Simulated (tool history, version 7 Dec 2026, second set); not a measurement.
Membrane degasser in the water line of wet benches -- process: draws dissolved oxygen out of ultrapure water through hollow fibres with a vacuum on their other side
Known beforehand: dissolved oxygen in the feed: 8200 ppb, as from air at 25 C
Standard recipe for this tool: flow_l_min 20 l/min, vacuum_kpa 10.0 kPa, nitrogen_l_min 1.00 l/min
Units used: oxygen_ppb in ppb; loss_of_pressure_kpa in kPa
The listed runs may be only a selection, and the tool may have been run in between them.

Run 1, hour 0.0: usual settings. Result: oxygen_ppb 302.3 ppb, loss_of_pressure_kpa 53.32 kPa.
Run 2, hour 29.0: usual settings. Result: oxygen_ppb 303.6 ppb, loss_of_pressure_kpa 53.74 kPa.
Run 3, hour 71.3: usual settings but vacuum_kpa 14.8 kPa. Result: oxygen_ppb 500.3 ppb, loss_of_pressure_kpa 53.53 kPa.
Run 4, hour 114.2: usual settings but vacuum_kpa 8.5 kPa. Result: oxygen_ppb 240.8 ppb, loss_of_pressure_kpa 53.52 kPa.
Run 5, hour 157.9: usual settings but vacuum_kpa 8.5 kPa. Result: oxygen_ppb 239.5 ppb, loss_of_pressure_kpa 53.43 kPa.
Run 6, hour 183.5: usual settings but vacuum_kpa 20.2 kPa. Result: oxygen_ppb 710.1 ppb, loss_of_pressure_kpa 53.47 kPa.
Run 7, hour 209.5: usual settings but vacuum_kpa 20.2 kPa. Result: oxygen_ppb 712.8 ppb, loss_of_pressure_kpa 53.72 kPa.
Run 8, hour 233.8: usual settings. Result: oxygen_ppb 303.7 ppb, loss_of_pressure_kpa 53.58 kPa.
Run 9, hour 275.4: usual settings. Result: oxygen_ppb 303.4 ppb, loss_of_pressure_kpa 53.40 kPa.
Run 10, hour 299.1: usual settings. Result: oxygen_ppb 304.4 ppb, loss_of_pressure_kpa 53.37 kPa.
Run 11, hour 326.7: usual settings but vacuum_kpa 23.6 kPa. Result: oxygen_ppb 840.4 ppb, loss_of_pressure_kpa 53.73 kPa.
Run 12, hour 346.5: usual settings but vacuum_kpa 23.6 kPa, nitrogen_l_min 1.35 l/min. Result: oxygen_ppb 652.2 ppb, loss_of_pressure_kpa 53.67 kPa.
Run 13, hour 394.7: usual settings but vacuum_kpa 7.5 kPa. Result: oxygen_ppb 198.8 ppb, loss_of_pressure_kpa 53.83 kPa.
Run 14, hour 443.0: usual settings but flow_l_min 14 l/min. Result: oxygen_ppb 221.4 ppb, loss_of_pressure_kpa 37.59 kPa.
Run 15, hour 465.2: usual settings but flow_l_min 14 l/min. Result: oxygen_ppb 219.7 ppb, loss_of_pressure_kpa 37.65 kPa.
Run 16, hour 511.2: usual settings. Result: oxygen_ppb 303.9 ppb, loss_of_pressure_kpa 53.76 kPa.
Run 17, hour 533.6: usual settings but vacuum_kpa 6.2 kPa. Result: oxygen_ppb 141.6 ppb, loss_of_pressure_kpa 53.69 kPa.
Run 18, hour 574.0: usual settings but flow_l_min 14 l/min, vacuum_kpa 17.1 kPa, nitrogen_l_min 2.22 l/min. Result: oxygen_ppb 210.6 ppb, loss_of_pressure_kpa 37.52 kPa.
Run 19, hour 603.8: usual settings but flow_l_min 30 l/min, vacuum_kpa 23.6 kPa, nitrogen_l_min 1.23 l/min. Result: oxygen_ppb 1005.6 ppb, loss_of_pressure_kpa 80.61 kPa.
Run 20, hour 650.8: usual settings but flow_l_min 24 l/min, vacuum_kpa 14.4 kPa, nitrogen_l_min 2.83 l/min. Result: oxygen_ppb 233.4 ppb, loss_of_pressure_kpa 64.42 kPa.
Run 21, hour 696.6: usual settings but flow_l_min 24 l/min, vacuum_kpa 14.4 kPa, nitrogen_l_min 2.83 l/min. Result: oxygen_ppb 233.8 ppb, loss_of_pressure_kpa 64.37 kPa.
Run 22, hour 725.2: usual settings but flow_l_min 24 l/min, vacuum_kpa 14.4 kPa, nitrogen_l_min 2.83 l/min. Result: oxygen_ppb 232.9 ppb, loss_of_pressure_kpa 64.36 kPa.
Run 23, hour 762.6: usual settings but flow_l_min 24 l/min, vacuum_kpa 14.4 kPa, nitrogen_l_min 2.83 l/min. Result: oxygen_ppb 233.4 ppb, loss_of_pressure_kpa 64.85 kPa.
Run 24, hour 785.6: usual settings but flow_l_min 12 l/min, vacuum_kpa 11.9 kPa, nitrogen_l_min 2.03 l/min. Result: oxygen_ppb 125.8 ppb, loss_of_pressure_kpa 32.29 kPa.
Run 25, hour 810.2: usual settings but flow_l_min 15 l/min, vacuum_kpa 7.6 kPa, nitrogen_l_min 0.69 l/min. Result: oxygen_ppb 215.3 ppb, loss_of_pressure_kpa 40.17 kPa.
Run 26, hour 853.5: usual settings but flow_l_min 18 l/min, vacuum_kpa 7.6 kPa, nitrogen_l_min 2.43 l/min. Result: oxygen_ppb 82.3 ppb, loss_of_pressure_kpa 48.68 kPa.
Run 27, hour 876.5: usual settings but nitrogen_l_min 2.30 l/min. Result: oxygen_ppb 145.2 ppb, loss_of_pressure_kpa 53.86 kPa.
Run 28, hour 925.6: usual settings but vacuum_kpa 15.2 kPa, nitrogen_l_min 2.30 l/min. Result: oxygen_ppb 248.6 ppb, loss_of_pressure_kpa 53.84 kPa.
Run 29, hour 963.8: usual settings but flow_l_min 25 l/min, vacuum_kpa 13.9 kPa, nitrogen_l_min 0.62 l/min. Result: oxygen_ppb 819.2 ppb, loss_of_pressure_kpa 66.83 kPa.
Run 30, hour 999.6: usual settings but vacuum_kpa 7.6 kPa, nitrogen_l_min 1.66 l/min. Result: oxygen_ppb 130.1 ppb, loss_of_pressure_kpa 53.67 kPa.
Run 31, hour 1028.5: usual settings but flow_l_min 28 l/min, vacuum_kpa 18.7 kPa, nitrogen_l_min 0.61 l/min. Result: oxygen_ppb 1241.0 ppb, loss_of_pressure_kpa 75.16 kPa.

Here are 5 independent what-if runs from the current tool condition. What would each one return?
Run A, hour 1074.3: usual settings but vacuum_kpa 6.6 kPa, nitrogen_l_min 0.75 l/min. Result: oxygen_ppb ?, loss_of_pressure_kpa ?.
Run B, hour 1074.3: usual settings but flow_l_min 30 l/min, nitrogen_l_min 0.51 l/min. Result: oxygen_ppb ?, loss_of_pressure_kpa ?.
Run C, hour 1074.3: usual settings but nitrogen_l_min 1.81 l/min. Result: oxygen_ppb ?, loss_of_pressure_kpa ?.
Run D, hour 1074.3: usual settings but flow_l_min 32 l/min, vacuum_kpa 10.8 kPa. Result: oxygen_ppb ?, loss_of_pressure_kpa ?.
Run E, hour 1074.3: usual settings but flow_l_min 14 l/min, vacuum_kpa 7.9 kPa. Result: oxygen_ppb ?, loss_of_pressure_kpa ?.

run  oxygen_ppb  loss_of_pressure_kpa
  A       204.6                 53.72
  B       729.8                 80.51
  C       180.9                 53.88
  D       528.6                 85.54
  E       156.3                 37.82
Without the tool's hidden state the same runs would have given:
run  oxygen_ppb  loss_of_pressure_kpa
  A       194.1                 53.21
  B       711.3                 79.75
  C       175.9                 53.38
  D       515.7                 84.73
  E       150.3                 37.46
